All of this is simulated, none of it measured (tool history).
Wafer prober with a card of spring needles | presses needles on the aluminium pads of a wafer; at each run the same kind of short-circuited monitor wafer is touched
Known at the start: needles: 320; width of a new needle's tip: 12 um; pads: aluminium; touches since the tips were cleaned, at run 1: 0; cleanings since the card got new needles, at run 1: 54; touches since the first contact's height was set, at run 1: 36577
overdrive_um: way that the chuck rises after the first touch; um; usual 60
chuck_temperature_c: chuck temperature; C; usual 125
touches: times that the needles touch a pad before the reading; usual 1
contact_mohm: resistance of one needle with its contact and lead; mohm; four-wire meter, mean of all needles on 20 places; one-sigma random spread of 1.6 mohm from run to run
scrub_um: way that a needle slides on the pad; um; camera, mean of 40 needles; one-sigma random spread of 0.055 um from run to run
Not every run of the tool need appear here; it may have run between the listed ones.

run,hour,overdrive_um,chuck_temperature_c,touches,touches since the tips were cleaned,cleanings since the card got new needles,touches since the first contact's height was set,contact_mohm,scrub_um
1,0.0,60,125,1,0,54,36577,150,12.91
# hour 7.7: tips cleaned on abrasive film
# hour 13.9: tips cleaned on abrasive film
2,16.1,60,125,1,1107,56,44397,151,13.01
# hour 20.8: tips cleaned on abrasive film
# hour 27.0: tips cleaned on abrasive film
3,32.7,60,125,1,2821,58,52443,150,12.89
# hour 34.4: tips cleaned on abrasive film
# hour 40.5: tips cleaned on abrasive film
# hour 48.2: tips cleaned on abrasive film
# hour 55.9: tips cleaned on abrasive film
4,60.4,60,125,1,2209,62,65833,154,12.86
# hour 63.6: tips cleaned on abrasive film
# hour 69.7: tips cleaned on abrasive film
# hour 77.5: tips cleaned on abrasive film
5,81.1,60,125,1,1794,65,75837,153,12.86
# hour 84.2: tips cleaned on abrasive film
# hour 90.4: tips cleaned on abrasive film
# hour 98.1: tips cleaned on abrasive film
6,99.2,60,30,1,512,68,84559,139,12.82
# hour 105.4: tips cleaned on abrasive film
# hour 113.1: tips cleaned on abrasive film
7,115.2,60,30,1,1042,70,92319,135,12.85
# hour 119.9: tips cleaned on abrasive film
# hour 127.6: tips cleaned on abrasive film
8,132.9,60,125,1,2617,72,100907,153,12.81
# hour 134.5: tips cleaned on abrasive film
# hour 142.2: tips cleaned on abrasive film
# hour 149.9: tips cleaned on abrasive film
9,151.9,59,125,1,952,75,110067,154,12.52
# hour 156.5: tips cleaned on abrasive film
# hour 164.2: tips cleaned on abrasive film
# hour 171.8: tips cleaned on abrasive film
# hour 178.0: tips cleaned on abrasive film
10,183.4,59,125,1,2670,79,125358,151,12.62
# hour 185.0: tips cleaned on abrasive film
# hour 191.2: tips cleaned on abrasive film
# hour 198.9: tips cleaned on abrasive film
# hour 206.5: tips cleaned on abrasive film
11,209.0,60,44,1,1218,83,137712,138,12.83
# hour 213.7: tips cleaned on abrasive film
# hour 221.3: tips cleaned on abrasive film
# hour 229.0: tips cleaned on abrasive film
12,232.3,60,44,1,1621,86,149017,142,12.72
# hour 235.5: tips cleaned on abrasive film
# hour 241.7: tips cleaned on abrasive film
# hour 249.4: tips cleaned on abrasive film
# hour 252.7: height of the first contact set anew
# hour 257.4: tips cleaned on abrasive film
# hour 265.1: tips cleaned on abrasive film
13,266.2,51,125,1,554,91,6522,154,10.76
# hour 272.3: tips cleaned on abrasive film
# hour 280.0: tips cleaned on abrasive film
14,283.1,62,34,1,1555,93,14738,141,13.17
# hour 286.3: tips cleaned on abrasive film
# hour 294.0: tips cleaned on abrasive film
# hour 301.7: tips cleaned on abrasive film
15,305.6,71,59,2,1920,96,25610,139,15.11
# hour 308.7: tips cleaned on abrasive film
# hour 316.4: tips cleaned on abrasive film
# hour 323.0: tips cleaned on abrasive film
16,323.0,71,59,2,0,99,34018,140,15.01
# hour 330.7: tips cleaned on abrasive film
# hour 338.4: tips cleaned on abrasive film
# hour 344.6: tips cleaned on abrasive film
# hour 352.3: tips cleaned on abrasive film
17,354.6,71,59,2,1129,103,49327,138,15.10
# hour 359.3: tips cleaned on abrasive film
# hour 365.5: tips cleaned on abrasive film
# hour 373.2: tips cleaned on abrasive film
# hour 379.4: tips cleaned on abrasive film
18,380.4,60,43,3,514,107,61776,141,12.67
# hour 386.5: tips cleaned on abrasive film
# hour 394.2: tips cleaned on abrasive film
19,396.4,60,97,1,1110,109,69553,147,12.74
# hour 401.1: tips cleaned on abrasive film
# hour 407.3: tips cleaned on abrasive film
# hour 414.6: tips cleaned on abrasive film
20,414.6,62,32,1,0,112,78306,135,13.13
# hour 420.8: tips cleaned on abrasive film
# hour 428.5: tips cleaned on abrasive film
# hour 436.2: tips cleaned on abrasive film
# hour 443.9: tips cleaned on abrasive film
21,445.5,62,32,1,806,116,93293,137,13.14
# hour 450.2: tips cleaned on abrasive film
# hour 457.9: tips cleaned on abrasive film
# hour 465.6: tips cleaned on abrasive film
22,469.1,75,57,1,1728,119,104725,140,15.80
# hour 472.3: tips cleaned on abrasive film
# hour 480.0: tips cleaned on abrasive film
# hour 487.7: tips cleaned on abrasive film
23,493.7,47,50,1,2949,122,116630,144,9.87
# hour 495.3: tips cleaned on abrasive film
# hour 502.9: tips cleaned on abrasive film
# hour 510.6: tips cleaned on abrasive film
# hour 516.8: tips cleaned on abrasive film
# hour 523.9: tips cleaned on abrasive film
24,523.9,60,125,2,0,127,131234,152,12.70
# hour 530.1: tips cleaned on abrasive film
# hour 537.8: tips cleaned on abrasive film
# hour 545.5: tips cleaned on abrasive film
25,548.9,47,62,2,1653,130,143337,145,9.87
# hour 552.1: tips cleaned on abrasive film
# hour 559.8: tips cleaned on abrasive film
# hour 567.4: tips cleaned on abrasive film
26,567.6,41,94,1,73,133,152357,150,8.72

The logged runs with the hidden state left out (each run's random variation unchanged):
Hidden state present: debris on the tips, nm; way that the needles fall short of the set height, um; tips' diameter, um; drift of the gauge itself on contact_mohm, %; drift of the gauge itself on scrub_um, %.
run,scrub_um
1,12.91
2,13.02
3,12.91
4,12.89
5,12.90
6,12.86
7,12.91
8,12.87
9,12.58
10,12.70
11,12.92
12,12.82
13,10.85
14,13.28
15,15.25
16,15.16
17,15.26
18,12.82
19,12.90
20,13.30
21,13.32
22,16.04
23,10.03
24,12.91
25,10.04
26,8.88
contact_mohm: within 1 mohm of the measured result in every run.

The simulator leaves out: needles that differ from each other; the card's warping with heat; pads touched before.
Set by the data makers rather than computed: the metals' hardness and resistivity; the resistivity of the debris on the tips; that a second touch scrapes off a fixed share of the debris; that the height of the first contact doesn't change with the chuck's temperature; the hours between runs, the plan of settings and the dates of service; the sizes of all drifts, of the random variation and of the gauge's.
